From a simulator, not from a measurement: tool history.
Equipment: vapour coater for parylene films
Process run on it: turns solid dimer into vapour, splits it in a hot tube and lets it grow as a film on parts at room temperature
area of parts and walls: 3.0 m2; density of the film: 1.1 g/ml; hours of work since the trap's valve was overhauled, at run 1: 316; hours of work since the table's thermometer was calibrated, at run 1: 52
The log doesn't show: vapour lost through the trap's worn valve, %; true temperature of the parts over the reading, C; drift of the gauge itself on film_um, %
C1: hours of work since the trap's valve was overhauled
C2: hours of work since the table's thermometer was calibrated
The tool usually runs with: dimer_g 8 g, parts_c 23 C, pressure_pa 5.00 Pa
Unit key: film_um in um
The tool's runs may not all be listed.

Run 1, hour 0.0: usual settings; C1 316; C2 52. Result: film_um 1.375 um.
At hour 67.1: trap's valve overhauled.
Run 2, hour 72.0: usual settings; C1 4; C2 101. Result: film_um 1.570 um.
Run 3, hour 100.6: usual settings; C1 24; C2 122. Result: film_um 1.554 um.
Run 4, hour 149.2: usual settings; C1 60; C2 157. Result: film_um 1.543 um.
Run 5, hour 192.0: usual settings but parts_c 22 C; C1 91; C2 188. Result: film_um 1.594 um.
Run 6, hour 251.9: usual settings; C1 134; C2 232. Result: film_um 1.495 um.
Run 7, hour 296.6: usual settings; C1 167; C2 264. Result: film_um 1.467 um.
Run 8, hour 354.2: usual settings; C1 209; C2 306. Result: film_um 1.451 um.
Run 9, hour 414.3: usual settings; C1 253; C2 350. Result: film_um 1.451 um.
Run 10, hour 462.7: usual settings; C1 288; C2 385. Result: film_um 1.415 um.
Run 11, hour 530.1: usual settings; C1 337; C2 434. Result: film_um 1.379 um.
At hour 565.1: trap's valve overhauled.
Run 12, hour 591.7: usual settings; C1 19; C2 476. Result: film_um 1.603 um.
Run 13, hour 654.9: usual settings but pressure_pa 3.14 Pa; C1 65; C2 522. Result: film_um 1.721 um.
Run 14, hour 696.0: usual settings but pressure_pa 3.14 Pa; C1 95; C2 552. Result: film_um 1.691 um.
Run 15, hour 744.0: usual settings but pressure_pa 3.14 Pa; C1 130; C2 587. Result: film_um 1.666 um.
Run 16, hour 781.5: usual settings but pressure_pa 3.14 Pa; C1 157; C2 614. Result: film_um 1.659 um.
Run 17, hour 833.6: usual settings but pressure_pa 3.14 Pa; C1 195; C2 652. Result: film_um 1.615 um.
Run 18, hour 871.3: usual settings but pressure_pa 3.14 Pa; C1 223; C2 679. Result: film_um 1.617 um.
Run 19, hour 900.9: usual settings; C1 244; C2 701. Result: film_um 1.456 um.
Run 20, hour 938.0: usual settings but parts_c 29 C, pressure_pa 7.22 Pa; C1 271; C2 728. Result: film_um 1.010 um.
Run 21, hour 995.6: usual settings but dimer_g 13 g, parts_c 17 C, pressure_pa 3.19 Pa; C1 313; C2 770. Result: film_um 3.322 um.
Run 22, hour 1053.9: usual settings but dimer_g 13 g, parts_c 17 C, pressure_pa 3.19 Pa; C1 355; C2 812. Result: film_um 3.274 um.
At hour 1057.9: table's thermometer calibrated.
At hour 1066.9: trap's valve overhauled.
Run 23, hour 1107.9: usual settings but pressure_pa 6.10 Pa; C1 30; C2 33. Result: film_um 1.571 um.
Run 24, hour 1163.6: usual settings but parts_c 16 C; C1 70; C2 74. Result: film_um 2.259 um.
Run 25, hour 1212.0: usual settings but dimer_g 4 g, parts_c 30 C; C1 106; C2 109. Result: film_um 0.578 um.
At hour 1226.8: table's thermometer calibrated, once more.
Run 26, hour 1266.0: usual settings but dimer_g 4 g, parts_c 30 C; C1 144; C2 29. Result: film_um 0.535 um.
Run 27, hour 1307.9: usual settings but dimer_g 12 g, parts_c 25 C, pressure_pa 2.85 Pa; C1 175; C2 59. Result: film_um 2.230 um.
Run 28, hour 1359.0: usual settings but pressure_pa 7.36 Pa; C1 212; C2 96. Result: film_um 1.345 um.
Run 29, hour 1399.8: usual settings but parts_c 17 C, pressure_pa 2.34 Pa; C1 241; C2 126. Result: film_um 2.132 um.
Run 30, hour 1458.0: usual settings but dimer_g 9 g, parts_c 22 C, pressure_pa 4.16 Pa; C1 284; C2 168. Result: film_um 1.707 um.
Run 31, hour 1505.5: usual settings but dimer_g 11 g, parts_c 22 C, pressure_pa 4.07 Pa; C1 318; C2 203. Result: film_um 2.058 um.
Run 32, hour 1559.8: usual settings but dimer_g 11 g, parts_c 22 C, pressure_pa 4.07 Pa; C1 358; C2 242. Result: film_um 2.049 um.
At hour 1567.2: trap's valve overhauled.
Run 33, hour 1596.4: usual settings but dimer_g 4 g, parts_c 20 C, pressure_pa 5.01 Pa; C1 21; C2 266. Result: film_um 0.912 um.
Run 34, hour 1639.9: usual settings but dimer_g 4 g, parts_c 17 C; C1 53; C2 297. Result: film_um 1.032 um.
Run 35, hour 1673.7: usual settings but dimer_g 7 g, parts_c 17 C, pressure_pa 2.85 Pa; C1 77; C2 322. Result: film_um 1.978 um.
Run 36, hour 1725.9: usual settings but dimer_g 3 g, parts_c 21 C, pressure_pa 3.10 Pa; C1 115; C2 360. Result: film_um 0.689 um.
Run 37, hour 1792.1: usual settings but dimer_g 3 g, parts_c 26 C, pressure_pa 3.10 Pa; C1 164; C2 408. Result: film_um 0.533 um.
Run 38, hour 1822.1: usual settings but dimer_g 12 g, pressure_pa 3.60 Pa; C1 185; C2 430. Result: film_um 2.347 um.

Some steps in film_um, run to run, broken into two amounts with sign: the step expected even without the hidden condition (settings, incoming material, random variation), and the rest, left for the hidden condition together with whatever gauge scatter is not in both the measured and the hidden-condition-free result:
Run 20 -> 21: dimer_g 8 -> 13, parts_c 29 -> 17, pressure_pa 7.22 -> 3.19. film_um +2.312 um: hidden state -0.285, all else +2.597.
Run 22 -> 23: dimer_g 13 -> 8, parts_c 17 -> 23, pressure_pa 3.19 -> 6.10, table's thermometer calibrated, trap's valve overhauled. film_um -1.703 um: hidden state +0.497, all else -2.200.
Run 32 -> 33: dimer_g 11 -> 4, parts_c 22 -> 20, pressure_pa 4.07 -> 5.01, trap's valve overhauled. film_um -1.137 um: hidden state +0.334, all else -1.471.
Run 37 -> 38: dimer_g 3 -> 12, parts_c 26 -> 23, pressure_pa 3.10 -> 3.60. film_um +1.814 um: hidden state -0.136, all else +1.950.

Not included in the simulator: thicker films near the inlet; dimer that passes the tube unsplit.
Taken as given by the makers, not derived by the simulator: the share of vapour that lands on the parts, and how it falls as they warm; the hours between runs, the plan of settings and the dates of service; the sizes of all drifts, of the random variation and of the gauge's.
